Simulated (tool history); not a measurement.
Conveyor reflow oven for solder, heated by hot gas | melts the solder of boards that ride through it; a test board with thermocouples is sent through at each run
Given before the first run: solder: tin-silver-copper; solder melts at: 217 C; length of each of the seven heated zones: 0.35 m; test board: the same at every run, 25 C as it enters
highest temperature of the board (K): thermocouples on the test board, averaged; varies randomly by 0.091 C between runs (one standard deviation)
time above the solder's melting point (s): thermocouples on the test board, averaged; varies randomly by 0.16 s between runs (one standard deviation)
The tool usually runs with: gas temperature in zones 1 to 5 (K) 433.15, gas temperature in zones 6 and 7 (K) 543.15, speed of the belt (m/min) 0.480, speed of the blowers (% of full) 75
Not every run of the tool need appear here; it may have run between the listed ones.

run,hour,gas temperature in zones 1 to 5 (K),gas temperature in zones 6 and 7 (K),speed of the belt (m/min),speed of the blowers (% of full),highest temperature of the board (K),time above the solder's melting point (s)
1,0.0,433.15,543.15,0.480,75,527.64,62.7
2,45.3,433.15,543.15,0.480,75,527.69,63.1
3,107.6,433.15,543.15,0.480,75,527.58,62.7
4,177.3,433.15,543.15,0.480,75,527.71,62.9
5,228.2,427.15,543.15,0.480,75,526.67,60.0
6,274.0,427.15,543.15,0.480,75,526.73,60.1
7,323.0,427.15,543.15,0.480,75,526.92,60.0
8,370.2,427.15,543.15,0.480,75,526.81,60.2
9,434.6,433.15,543.15,0.480,75,527.64,62.8
10,494.2,433.15,543.15,0.480,75,527.72,62.6
11,533.5,433.15,543.15,0.480,84,530.22,65.5
12,563.3,433.15,543.15,0.480,84,530.34,65.7
13,615.2,433.15,543.15,0.480,84,530.11,65.5
14,644.0,433.15,543.15,0.480,84,530.18,65.5
15,678.9,433.15,534.15,0.480,75,519.72,56.3
16,733.1,420.15,531.15,0.480,75,515.14,47.9
17,782.5,420.15,531.15,0.480,75,515.07,47.6
18,825.6,420.15,531.15,0.480,75,515.02,48.1
19,872.9,420.15,531.15,0.480,75,515.13,47.8
20,912.7,420.15,531.15,0.455,75,516.83,53.4
21,972.6,420.15,531.15,0.455,75,516.88,53.2
22,1037.0,433.15,543.15,0.415,68,529.95,75.3
23,1098.2,418.15,547.15,0.416,75,533.90,74.4
24,1138.7,433.15,544.15,0.480,75,528.59,63.9
25,1200.9,425.15,533.15,0.418,80,522.88,68.3
26,1252.7,425.15,533.15,0.418,80,522.91,68.1
27,1299.2,433.15,556.15,0.480,75,539.40,70.5
28,1362.1,421.15,552.15,0.560,81,530.00,51.1
29,1399.6,447.15,543.15,0.480,75,529.72,69.7

Missing from the log above: 4 entries noted between runs. For each, name the pair of listed runs it sits between and say how the tool's hidden condition differs from the listed run just before to the listed run just after:
From run 3 to run 4: flux residue cleaned out of gas plates and filters (hour 157.5)
  heat that the gas passes to the board, % of a clean oven's: 99.8 -> 100
From run 15 to run 16: flux residue cleaned out of gas plates and filters (hour 726.8)
  heat that the gas passes to the board, % of a clean oven's: 99.8 -> 100; belt's true speed, % of the reading: 99.98 -> 99.97
From run 23 to run 24: thermocouples of zones 6 and 7 changed (hour 1109.9)
  true gas temperature in zones 6 and 7 over the reading, C: -0.05 -> -0.01
From run 26 to run 27: flux residue cleaned out of gas plates and filters (hour 1298.8)
  heat that the gas passes to the board, % of a clean oven's: 99.8 -> 100

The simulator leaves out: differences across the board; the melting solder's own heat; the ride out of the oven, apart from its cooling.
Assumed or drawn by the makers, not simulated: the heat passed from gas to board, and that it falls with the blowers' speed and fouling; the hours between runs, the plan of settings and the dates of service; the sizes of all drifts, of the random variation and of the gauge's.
